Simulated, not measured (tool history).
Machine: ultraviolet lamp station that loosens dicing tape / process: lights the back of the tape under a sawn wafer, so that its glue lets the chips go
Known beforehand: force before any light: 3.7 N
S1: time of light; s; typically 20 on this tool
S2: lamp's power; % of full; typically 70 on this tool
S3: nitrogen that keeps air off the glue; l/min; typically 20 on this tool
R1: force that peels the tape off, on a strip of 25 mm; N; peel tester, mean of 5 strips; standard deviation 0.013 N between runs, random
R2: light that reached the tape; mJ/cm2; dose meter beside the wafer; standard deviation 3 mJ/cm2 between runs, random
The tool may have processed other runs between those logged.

run     day  S1  S2  S3     R1   R2
  1       0  20  70  20  0.658  408
  2   2.338  20  70  20  0.687  405
  3   3.546  20  70  20  0.705  401
  4   5.779  20  70  20  0.722  396
  5   7.433  20  70  20  0.747  394
  6   8.646  20  60  20  0.918  335
  7  11.067  20  60  20  0.961  328
  8  13.408  20  60  20  0.927  324
  9  14.575  20  60  20   0.99  318
 10  17.067  20  60  20  0.848  349
 11  19.212  20  60  20  0.876  344
 12  21.183  20  60  20  0.941  343
 13  23.254  20  60  20  0.922  334
 14  24.479  20  60  20  0.939  328
 15  26.546  20  60  20  0.991  324
 16  28.896  20  95  20  0.515  505
 17  30.983  20  95  20  0.509  502
 18  32.746  20  70  12  1.048  362
 19    34.2  20  70  12  1.108  362
 20  35.417  20  70  12  1.068  360
 21    37.1  20  70  12  1.136  350
 22  38.496  20  70  12   0.93  394
 23  40.458  25  78   7   0.81  546
 24  42.392  20  92  16  0.585  495
 25  44.683  22  70  34  0.546  422
 26  46.971  11  72  15  1.598  213
 27  48.808  34  83  15  0.311  735
 28  50.725  14  82  15  1.177  291
 29  52.038  12  70  22  1.433  215
 30  53.338  30  95   7  0.563  724
 31  55.512  40  90   8  0.337  886
 32  57.654  20  70   6  1.512  342
 33  60.004  11  83  20  1.276  250
 34  62.354  15  88  20  0.869  350
 35  63.404  17  63  11  1.432  282
 36  65.462  17  63   7  1.699  273
 37  67.458  17  63   7  1.682  271
 38  69.192  11  75  20  1.584  207
 39  71.642  30  86  12  0.465  646
 40   73.45  11  86   8  1.734  236
 41      76  10  64   8  2.253  155
 42  77.125  26  64  20  0.736  392

Taken out of this log: 3 entries between the listed runs. Where each belongs, and how the hidden state differs across it:
Logged between run 9 and run 10: window cleaned of glue's vapour (day 16.471)
  lamp's light, % of a new lamp's: 93.5 -> 93.1; light that the window lets through, % of a clean one's: 89.4 -> 98.6
  difference, measured minus the result without the unlogged condition, R1: +0.21 -> +0.092 N; R2: -62 -> -31 mJ/cm2
Logged between run 21 and run 22: window cleaned of glue's vapour (day 38.238)
  lamp's light, % of a new lamp's: 89.7 -> 89.5; light that the window lets through, % of a clean one's: 87.8 -> 99.3
  difference, measured minus the result without the unlogged condition, R1: +0.293 -> +0.132 N; R2: -94 -> -49 mJ/cm2
Logged between run 32 and run 33: window cleaned of glue's vapour (day 60.004)
  lamp's light, % of a new lamp's: 86.3 -> 86; light that the window lets through, % of a clean one's: 88.7 -> 99.9
  difference, measured minus the result without the unlogged condition, R1: +0.351 -> +0.191 N; R2: -105 -> -40 mJ/cm2
